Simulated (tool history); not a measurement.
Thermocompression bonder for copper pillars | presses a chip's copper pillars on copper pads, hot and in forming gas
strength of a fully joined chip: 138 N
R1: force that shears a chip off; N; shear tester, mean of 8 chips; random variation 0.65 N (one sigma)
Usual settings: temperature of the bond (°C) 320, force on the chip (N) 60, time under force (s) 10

run 1 day=0.000 | temperature_of_the_bond_(°C)=320 force_on_the_chip_(N)=60 time_under_force_(s)=10 | R1=78.3
run 2 day=0.521 | temperature_of_the_bond_(°C)=320 force_on_the_chip_(N)=60 time_under_force_(s)=10 | R1=77.4
run 3 day=1.167 | temperature_of_the_bond_(°C)=320 force_on_the_chip_(N)=60 time_under_force_(s)=10 | R1=77.8
run 4 day=1.696 | temperature_of_the_bond_(°C)=320 force_on_the_chip_(N)=60 time_under_force_(s)=10 | R1=77.4
run 5 day=2.554 | temperature_of_the_bond_(°C)=320 force_on_the_chip_(N)=60 time_under_force_(s)=10 | R1=76.8
run 6 day=3.429 | temperature_of_the_bond_(°C)=320 force_on_the_chip_(N)=60 time_under_force_(s)=10 | R1=76.9
run 7 day=4.292 | temperature_of_the_bond_(°C)=327 force_on_the_chip_(N)=60 time_under_force_(s)=10 | R1=82.9
run 8 day=5.188 | temperature_of_the_bond_(°C)=327 force_on_the_chip_(N)=60 time_under_force_(s)=10 | R1=82.8
run 9 day=5.767 | temperature_of_the_bond_(°C)=327 force_on_the_chip_(N)=39 time_under_force_(s)=18 | R1=77.8
-- day=5.900 force cell calibrated
run 10 day=6.446 | temperature_of_the_bond_(°C)=341 force_on_the_chip_(N)=39 time_under_force_(s)=25 | R1=96.0
run 11 day=7.196 | temperature_of_the_bond_(°C)=341 force_on_the_chip_(N)=39 time_under_force_(s)=25 | R1=97.1
run 12 day=7.604 | temperature_of_the_bond_(°C)=312 force_on_the_chip_(N)=39 time_under_force_(s)=11 | R1=54.3
run 13 day=8.012 | temperature_of_the_bond_(°C)=343 force_on_the_chip_(N)=39 time_under_force_(s)=8 | R1=70.4
-- day=8.646 force cell calibrated, once more
run 14 day=8.646 | temperature_of_the_bond_(°C)=343 force_on_the_chip_(N)=39 time_under_force_(s)=15 | R1=86.0
run 15 day=9.383 | temperature_of_the_bond_(°C)=326 force_on_the_chip_(N)=44 time_under_force_(s)=10 | R1=68.1
run 16 day=10.233 | temperature_of_the_bond_(°C)=309 force_on_the_chip_(N)=73 time_under_force_(s)=8 | R1=70.2

Measured less the same run without the tool's hidden state. The same run-to-run variation is in both; the gauge's scatter may not be:
The hidden state here: true temperature of the bond over the reading, C; force that reaches the chip, % of what is set; oxide that the forming gas leaves, % of the face; drift of the gauge itself on shear_n, %.
run=1 R1=-4.5
run=2 R1=-4.6
run=3 R1=-4.9
run=4 R1=-4.9
run=5 R1=-5.1
run=6 R1=-5.4
run=7 R1=-5.6
run=8 R1=-5.8
run=9 R1=-5.8
run=10 R1=-6.0
run=11 R1=-6.3
run=12 R1=-5.6
run=13 R1=-6.0
run=14 R1=-6.0
run=15 R1=-5.9
run=16 R1=-6.4

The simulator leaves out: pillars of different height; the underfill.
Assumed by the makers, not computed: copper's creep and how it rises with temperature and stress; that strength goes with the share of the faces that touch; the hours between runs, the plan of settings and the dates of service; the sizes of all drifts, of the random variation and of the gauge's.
